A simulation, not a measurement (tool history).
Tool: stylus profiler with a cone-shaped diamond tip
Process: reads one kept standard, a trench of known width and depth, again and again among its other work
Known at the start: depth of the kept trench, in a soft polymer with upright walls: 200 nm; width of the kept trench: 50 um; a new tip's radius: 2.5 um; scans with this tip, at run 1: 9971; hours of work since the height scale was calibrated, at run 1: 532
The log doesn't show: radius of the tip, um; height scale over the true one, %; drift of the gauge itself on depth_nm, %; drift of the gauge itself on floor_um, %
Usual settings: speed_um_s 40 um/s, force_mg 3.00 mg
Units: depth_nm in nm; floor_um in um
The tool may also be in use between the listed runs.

| run | day | speed_um_s | force_mg | scans with this tip | hours of work since the height scale was calibrated | depth_nm | floor_um |
|---|---|---|---|---|---|---|---|
| 1 | 0.000 | 40 | 3.00 | 9971 | 532 | 203.29 | 47.98 |
| 2 | 3.833 | 40 | 3.00 | 10402 | 601 | 203.51 | 47.91 |
| 3 | 7.125 | 40 | 3.00 | 10773 | 661 | 203.18 | 47.90 |
| 4 | 11.425 | 40 | 3.00 | 11257 | 739 | 203.49 | 47.99 |
| 5 | 17.208 | 40 | 1.05 | 11908 | 844 | 201.76 | 47.86 |
| 6 | 22.558 | 40 | 1.07 | 12511 | 942 | 201.61 | 47.85 |
| 7 | 26.592 | 40 | 1.07 | 12965 | 1015 | 201.50 | 47.83 |
|  | 27.012 | height scale calibrated on a step standard |
| 8 | 31.367 | 40 | 1.27 | 13500 | 79 | 202.03 | 47.89 |
| 9 | 33.833 | 34 | 3.00 | 13778 | 124 | 203.46 | 47.96 |
| 10 | 37.642 | 34 | 3.00 | 14207 | 193 | 203.30 | 47.92 |
| 11 | 40.675 | 34 | 3.00 | 14548 | 248 | 203.10 | 47.92 |
| 12 | 44.808 | 61 | 3.00 | 15014 | 323 | 203.23 | 47.90 |
| 13 | 50.033 | 61 | 3.00 | 15602 | 418 | 203.31 | 47.84 |
| 14 | 54.850 | 61 | 3.00 | 16144 | 506 | 203.59 | 47.84 |
| 15 | 60.829 | 61 | 2.41 | 16817 | 614 | 202.89 | 47.84 |
| 16 | 63.738 | 40 | 3.00 | 17145 | 667 | 203.40 | 47.94 |
| 17 | 67.988 | 40 | 3.00 | 17624 | 745 | 203.27 | 47.97 |
| 18 | 70.900 | 40 | 3.00 | 17952 | 797 | 203.27 | 47.93 |
| 19 | 74.288 | 40 | 3.00 | 18333 | 859 | 203.32 | 47.88 |
| 20 | 77.625 | 40 | 3.00 | 18709 | 920 | 203.18 | 47.95 |
| 21 | 82.500 | 40 | 3.00 | 19258 | 1008 | 203.45 | 47.92 |
|  | 82.988 | height scale calibrated on a step standard |
| 22 | 85.875 | 40 | 5.47 | 19635 | 52 | 204.81 | 47.92 |
|  | 87.121 | new tip fitted, height scale calibrated |
| 23 | 89.350 | 40 | 5.47 | 251 | 40 | 205.03 | 47.96 |
| 24 | 92.950 | 40 | 5.47 | 657 | 106 | 204.97 | 47.96 |
| 25 | 98.204 | 24 | 1.71 | 1248 | 201 | 202.49 | 47.94 |
| 26 | 104.158 | 24 | 1.71 | 1919 | 310 | 202.23 | 47.90 |
| 27 | 109.121 | 40 | 3.71 | 2477 | 400 | 203.62 | 47.96 |
| 28 | 112.996 | 103 | 1.30 | 2914 | 470 | 201.86 | 47.60 |
| 29 | 115.946 | 54 | 1.01 | 3246 | 524 | 201.57 | 47.79 |
| 30 | 120.162 | 54 | 7.16 | 3720 | 600 | 205.88 | 47.90 |
| 31 | 124.450 | 54 | 7.16 | 4203 | 678 | 206.03 | 47.98 |
| 32 | 128.467 | 27 | 2.72 | 4656 | 751 | 203.27 | 47.90 |
| 33 | 132.979 | 27 | 6.34 | 5164 | 833 | 205.53 | 48.00 |
| 34 | 138.554 | 27 | 6.34 | 5791 | 934 | 205.41 | 48.01 |
|  | 143.388 | height scale calibrated on a step standard |
| 35 | 143.762 | 27 | 6.34 | 6375 | 7 | 205.44 | 47.98 |
| 36 | 146.746 | 40 | 3.48 | 6711 | 61 | 203.74 | 47.88 |
| 37 | 150.825 | 12 | 2.36 | 7171 | 135 | 202.86 | 47.98 |
| 38 | 156.371 | 37 | 4.07 | 7795 | 236 | 204.16 | 47.87 |
| 39 | 160.321 | 37 | 2.02 | 8240 | 308 | 202.61 | 47.91 |
| 40 | 165.221 | 25 | 6.01 | 8792 | 397 | 205.43 | 48.01 |
| 41 | 171.004 | 16 | 2.10 | 9443 | 502 | 202.52 | 48.01 |
| 42 | 176.246 | 14 | 6.89 | 10033 | 597 | 205.84 | 48.00 |
| 43 | 179.800 | 46 | 1.30 | 10433 | 662 | 201.94 | 47.85 |
| 44 | 185.367 | 46 | 1.30 | 11060 | 763 | 201.81 | 47.86 |

Forecast each of these 3 alternatives for the next run:
| A | 189.508 | 65 | 8.36 | 11526 | 838 | ? | ? |
| B | 189.508 | 57 | 1.48 | 11526 | 838 | ? | ? |
| C | 189.508 | 17 | 8.48 | 11526 | 838 | ? | ? |

| run | depth_nm | floor_um |
|---|---|---|
| A | 206.57 | 47.92 |
| B | 202.09 | 47.83 |
| C | 206.67 | 48.02 |
Without the tool's hidden state the same runs would have given:
| run | depth_nm | floor_um |
|---|---|---|
| A | 206.57 | 47.93 |
| B | 202.10 | 47.84 |
| C | 206.67 | 48.02 |
